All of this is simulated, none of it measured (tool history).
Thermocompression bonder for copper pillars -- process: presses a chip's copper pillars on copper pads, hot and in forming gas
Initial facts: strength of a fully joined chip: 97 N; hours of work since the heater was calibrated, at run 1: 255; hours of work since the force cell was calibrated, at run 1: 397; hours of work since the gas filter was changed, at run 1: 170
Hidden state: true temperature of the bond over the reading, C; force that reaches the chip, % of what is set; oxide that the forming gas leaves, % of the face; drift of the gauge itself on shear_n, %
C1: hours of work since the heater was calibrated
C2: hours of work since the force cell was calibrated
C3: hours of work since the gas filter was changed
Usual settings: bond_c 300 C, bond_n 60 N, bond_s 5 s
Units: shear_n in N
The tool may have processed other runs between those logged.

run 1 hour=0.0 | bond_c=300 bond_n=60 bond_s=5 | C1=255 C2=397 C3=170 | shear_n=51.5
run 2 hour=11.9 | bond_c=300 bond_n=60 bond_s=5 | C1=262 C2=404 C3=177 | shear_n=50.2
run 3 hour=21.5 | bond_c=307 bond_n=60 bond_s=5 | C1=268 C2=410 C3=183 | shear_n=53.4
run 4 hour=31.7 | bond_c=307 bond_n=60 bond_s=5 | C1=275 C2=417 C3=190 | shear_n=53.5
run 5 hour=44.4 | bond_c=307 bond_n=60 bond_s=5 | C1=283 C2=425 C3=198 | shear_n=53.6
run 6 hour=55.0 | bond_c=307 bond_n=60 bond_s=5 | C1=289 C2=431 C3=204 | shear_n=53.5
run 7 hour=67.2 | bond_c=307 bond_n=60 bond_s=5 | C1=297 C2=439 C3=212 | shear_n=52.8
run 8 hour=74.0 | bond_c=307 bond_n=60 bond_s=5 | C1=301 C2=443 C3=216 | shear_n=53.4
run 9 hour=83.8 | bond_c=307 bond_n=60 bond_s=5 | C1=307 C2=449 C3=222 | shear_n=52.7
run 10 hour=95.4 | bond_c=300 bond_n=60 bond_s=5 | C1=315 C2=457 C3=230 | shear_n=50.1
run 11 hour=107.8 | bond_c=300 bond_n=60 bond_s=5 | C1=322 C2=464 C3=238 | shear_n=50.5
run 12 hour=116.6 | bond_c=300 bond_n=60 bond_s=5 | C1=328 C2=470 C3=243 | shear_n=49.6
run 13 hour=128.3 | bond_c=300 bond_n=60 bond_s=5 | C1=335 C2=477 C3=250 | shear_n=50.7
run 14 hour=137.1 | bond_c=300 bond_n=60 bond_s=5 | C1=341 C2=483 C3=256 | shear_n=49.7
run 15 hour=144.6 | bond_c=300 bond_n=60 bond_s=5 | C1=345 C2=487 C3=261 | shear_n=48.1
run 16 hour=157.7 | bond_c=300 bond_n=60 bond_s=5 | C1=353 C2=496 C3=269 | shear_n=49.0
run 17 hour=166.1 | bond_c=281 bond_n=60 bond_s=5 | C1=359 C2=501 C3=274 | shear_n=40.1
run 18 hour=172.6 | bond_c=281 bond_n=60 bond_s=5 | C1=363 C2=505 C3=278 | shear_n=39.9
run 19 hour=179.5 | bond_c=300 bond_n=60 bond_s=3 | C1=367 C2=509 C3=282 | shear_n=41.3
run 20 hour=192.6 | bond_c=300 bond_n=60 bond_s=5 | C1=375 C2=517 C3=290 | shear_n=50.4
run 21 hour=206.1 | bond_c=300 bond_n=60 bond_s=5 | C1=384 C2=526 C3=299 | shear_n=49.0
run 22 hour=217.0 | bond_c=291 bond_n=76 bond_s=12 | C1=391 C2=533 C3=306 | shear_n=68.1
run 23 hour=230.1 | bond_c=291 bond_n=76 bond_s=12 | C1=399 C2=541 C3=314 | shear_n=67.2
run 24 hour=243.0 | bond_c=295 bond_n=60 bond_s=3 | C1=407 C2=549 C3=322 | shear_n=38.9
run 25 hour=253.6 | bond_c=315 bond_n=60 bond_s=3 | C1=413 C2=556 C3=329 | shear_n=44.5
run 26 hour=266.7 | bond_c=315 bond_n=60 bond_s=3 | C1=422 C2=564 C3=337 | shear_n=46.1
run 27 hour=279.7 | bond_c=315 bond_n=60 bond_s=3 | C1=430 C2=572 C3=345 | shear_n=46.8
run 28 hour=292.2 | bond_c=279 bond_n=60 bond_s=6 | C1=438 C2=580 C3=353 | shear_n=41.5
-- hour=295.4 heater calibrated with a thermocouple chip
-- hour=301.8 forming gas filter changed
run 29 hour=307.3 | bond_c=294 bond_n=63 bond_s=7 | C1=7 C2=588 C3=3 | shear_n=60.0
-- hour=319.1 heater calibrated with a thermocouple chip, once more
run 30 hour=319.8 | bond_c=310 bond_n=63 bond_s=7 | C1=0 C2=594 C3=10 | shear_n=64.2
run 31 hour=333.6 | bond_c=321 bond_n=41 bond_s=5 | C1=9 C2=603 C3=19 | shear_n=43.5
run 32 hour=339.7 | bond_c=300 bond_n=63 bond_s=5 | C1=13 C2=607 C3=22 | shear_n=54.3
run 33 hour=353.7 | bond_c=275 bond_n=60 bond_s=8 | C1=22 C2=615 C3=31 | shear_n=45.3
run 34 hour=363.1 | bond_c=275 bond_n=60 bond_s=8 | C1=28 C2=621 C3=37 | shear_n=46.4
run 35 hour=372.4 | bond_c=298 bond_n=39 bond_s=14 | C1=33 C2=627 C3=43 | shear_n=48.4
run 36 hour=383.7 | bond_c=298 bond_n=39 bond_s=14 | C1=40 C2=634 C3=50 | shear_n=47.8
run 37 hour=390.0 | bond_c=325 bond_n=60 bond_s=11 | C1=44 C2=638 C3=54 | shear_n=76.3
run 38 hour=400.0 | bond_c=300 bond_n=61 bond_s=5 | C1=51 C2=644 C3=60 | shear_n=52.8
run 39 hour=406.6 | bond_c=328 bond_n=47 bond_s=8 | C1=55 C2=649 C3=64 | shear_n=60.2
run 40 hour=417.8 | bond_c=289 bond_n=46 bond_s=7 | C1=62 C2=655 C3=71 | shear_n=39.6
run 41 hour=423.4 | bond_c=323 bond_n=60 bond_s=5 | C1=65 C2=659 C3=75 | shear_n=61.9

Selected run-to-run steps in shear_n, each split into two signed amounts: the part the tool would show with no hidden state at all (from settings, incoming material and random variation), and the remainder, which goes to the hidden state together with any gauge scatter not common to the measured and the hidden-state-free results:
Run 21 -> 22: bond_c 300 -> 291, bond_n 60 -> 76, bond_s 5 -> 12. shear_n +19.1 N: hidden state -2.2, all else +21.3.
Run 23 -> 24: bond_c 291 -> 295, bond_n 76 -> 60, bond_s 12 -> 3. shear_n -28.3 N: hidden state +3.0, all else -31.3.
Run 28 -> 29: bond_c 279 -> 294, bond_n 60 -> 63, bond_s 6 -> 7, heater calibrated with a thermocouple chip, forming gas filter changed. shear_n +18.5 N: hidden state +5.3, all else +13.2.
Run 36 -> 37: bond_c 298 -> 325, bond_n 39 -> 60, bond_s 14 -> 11. shear_n +28.5 N: hidden state -0.5, all else +29.0.
Run 37 -> 38: bond_c 325 -> 300, bond_n 60 -> 61, bond_s 11 -> 5. shear_n -23.5 N: hidden state +0.2, all else -23.7.

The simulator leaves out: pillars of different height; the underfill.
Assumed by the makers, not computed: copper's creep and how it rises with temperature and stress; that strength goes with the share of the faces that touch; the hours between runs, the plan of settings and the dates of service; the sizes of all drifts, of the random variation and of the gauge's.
